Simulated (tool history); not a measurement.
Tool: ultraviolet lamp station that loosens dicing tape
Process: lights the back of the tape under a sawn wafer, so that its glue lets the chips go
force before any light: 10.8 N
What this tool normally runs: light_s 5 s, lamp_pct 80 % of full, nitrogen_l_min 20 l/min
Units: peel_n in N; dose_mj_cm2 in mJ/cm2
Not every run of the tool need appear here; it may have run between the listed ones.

run 1 hour=0.0 | light_s=5 lamp_pct=80 nitrogen_l_min=20 | peel_n=1.690 dose_mj_cm2=272
run 2 hour=52.3 | light_s=5 lamp_pct=80 nitrogen_l_min=20 | peel_n=1.717 dose_mj_cm2=267
run 3 hour=120.9 | light_s=5 lamp_pct=80 nitrogen_l_min=20 | peel_n=1.815 dose_mj_cm2=260
run 4 hour=189.7 | light_s=6 lamp_pct=80 nitrogen_l_min=20 | peel_n=1.268 dose_mj_cm2=316
run 5 hour=237.5 | light_s=6 lamp_pct=80 nitrogen_l_min=20 | peel_n=1.330 dose_mj_cm2=312
run 6 hour=307.7 | light_s=5 lamp_pct=80 nitrogen_l_min=20 | peel_n=1.838 dose_mj_cm2=260
run 7 hour=407.0 | light_s=5 lamp_pct=80 nitrogen_l_min=20 | peel_n=1.894 dose_mj_cm2=249
run 8 hour=487.5 | light_s=5 lamp_pct=80 nitrogen_l_min=20 | peel_n=1.992 dose_mj_cm2=247
run 9 hour=545.3 | light_s=5 lamp_pct=80 nitrogen_l_min=20 | peel_n=2.028 dose_mj_cm2=246
run 10 hour=600.0 | light_s=5 lamp_pct=80 nitrogen_l_min=20 | peel_n=2.064 dose_mj_cm2=248
run 11 hour=667.2 | light_s=3 lamp_pct=80 nitrogen_l_min=20 | peel_n=4.126 dose_mj_cm2=147
run 12 hour=739.3 | light_s=3 lamp_pct=80 nitrogen_l_min=20 | peel_n=4.248 dose_mj_cm2=142
run 13 hour=797.0 | light_s=3 lamp_pct=80 nitrogen_l_min=20 | peel_n=4.105 dose_mj_cm2=148
run 14 hour=839.6 | light_s=3 lamp_pct=80 nitrogen_l_min=20 | peel_n=3.965 dose_mj_cm2=138
run 15 hour=930.4 | light_s=3 lamp_pct=80 nitrogen_l_min=20 | peel_n=4.257 dose_mj_cm2=136
-- hour=961.7 window cleaned of glue's vapour
run 16 hour=998.4 | light_s=3 lamp_pct=80 nitrogen_l_min=20 | peel_n=3.658 dose_mj_cm2=162
run 17 hour=1046.2 | light_s=3 lamp_pct=80 nitrogen_l_min=20 | peel_n=3.681 dose_mj_cm2=158
-- hour=1086.5 lamp changed
run 18 hour=1122.7 | light_s=5 lamp_pct=80 nitrogen_l_min=20 | peel_n=1.137 dose_mj_cm2=342
run 19 hour=1178.8 | light_s=2 lamp_pct=80 nitrogen_l_min=20 | peel_n=4.483 dose_mj_cm2=135
run 20 hour=1262.5 | light_s=2 lamp_pct=80 nitrogen_l_min=20 | peel_n=4.255 dose_mj_cm2=134
run 21 hour=1340.9 | light_s=5 lamp_pct=80 nitrogen_l_min=20 | peel_n=1.162 dose_mj_cm2=329
run 22 hour=1398.0 | light_s=5 lamp_pct=80 nitrogen_l_min=20 | peel_n=1.203 dose_mj_cm2=327
run 23 hour=1474.4 | light_s=5 lamp_pct=80 nitrogen_l_min=20 | peel_n=1.212 dose_mj_cm2=320
run 24 hour=1527.7 | light_s=5 lamp_pct=80 nitrogen_l_min=20 | peel_n=1.227 dose_mj_cm2=319
run 25 hour=1614.6 | light_s=3 lamp_pct=87 nitrogen_l_min=10 | peel_n=3.309 dose_mj_cm2=205
run 26 hour=1678.5 | light_s=3 lamp_pct=87 nitrogen_l_min=27 | peel_n=2.467 dose_mj_cm2=200
run 27 hour=1745.6 | light_s=10 lamp_pct=86 nitrogen_l_min=19 | peel_n=0.208 dose_mj_cm2=666
run 28 hour=1844.2 | light_s=10 lamp_pct=86 nitrogen_l_min=19 | peel_n=0.216 dose_mj_cm2=651
run 29 hour=1884.7 | light_s=3 lamp_pct=87 nitrogen_l_min=25 | peel_n=2.592 dose_mj_cm2=195
run 30 hour=1963.0 | light_s=3 lamp_pct=71 nitrogen_l_min=20 | peel_n=3.682 dose_mj_cm2=153
run 31 hour=2060.8 | light_s=2 lamp_pct=78 nitrogen_l_min=32 | peel_n=4.499 dose_mj_cm2=113
run 32 hour=2107.0 | light_s=2 lamp_pct=78 nitrogen_l_min=32 | peel_n=4.551 dose_mj_cm2=110
run 33 hour=2191.6 | light_s=2 lamp_pct=78 nitrogen_l_min=32 | peel_n=4.583 dose_mj_cm2=110
run 34 hour=2267.9 | light_s=3 lamp_pct=96 nitrogen_l_min=17 | peel_n=2.796 dose_mj_cm2=203
run 35 hour=2309.1 | light_s=3 lamp_pct=96 nitrogen_l_min=17 | peel_n=3.021 dose_mj_cm2=203
run 36 hour=2391.3 | light_s=3 lamp_pct=68 nitrogen_l_min=8 | peel_n=5.163 dose_mj_cm2=138
-- hour=2404.2 window cleaned of glue's vapour
run 37 hour=2445.8 | light_s=4 lamp_pct=80 nitrogen_l_min=32 | peel_n=1.518 dose_mj_cm2=254
run 38 hour=2490.0 | light_s=4 lamp_pct=80 nitrogen_l_min=32 | peel_n=1.548 dose_mj_cm2=257
run 39 hour=2568.4 | light_s=8 lamp_pct=63 nitrogen_l_min=19 | peel_n=0.785 dose_mj_cm2=398
run 40 hour=2650.0 | light_s=4 lamp_pct=62 nitrogen_l_min=9 | peel_n=3.689 dose_mj_cm2=190
run 41 hour=2729.5 | light_s=4 lamp_pct=62 nitrogen_l_min=18 | peel_n=3.016 dose_mj_cm2=191
run 42 hour=2820.1 | light_s=10 lamp_pct=62 nitrogen_l_min=17 | peel_n=0.559 dose_mj_cm2=473
run 43 hour=2903.5 | light_s=3 lamp_pct=99 nitrogen_l_min=24 | peel_n=2.222 dose_mj_cm2=223

Hidden state or all else? Some run-to-run changes of peel_n, split into what the settings, what came in and random variation would give without the hidden state, and what is left for the hidden state (with any gauge scatter that isn't in both results):
What the log doesn't record here: lamp's light, % of a new lamp's; light that the window lets through, % of a clean one's; drift of the gauge itself on peel_n, %; drift of the gauge itself on dose_mj_cm2, %.
Run 15 -> 16: window cleaned of glue's vapour. peel_n -0.599 N: hidden state -0.620, all else +0.021.
Run 17 -> 18: light_s 3 -> 5, lamp changed. peel_n -2.544 N: hidden state -0.974, all else -1.570.
Run 18 -> 19: light_s 5 -> 2. peel_n +3.346 N: hidden state +0.090, all else +3.256.
Run 20 -> 21: light_s 2 -> 5. peel_n -3.093 N: hidden state -0.052, all else -3.041.
Run 36 -> 37: light_s 3 -> 4, lamp_pct 68 -> 80, nitrogen_l_min 8 -> 32, window cleaned of glue's vapour. peel_n -3.645 N: hidden state -0.697, all else -2.948.
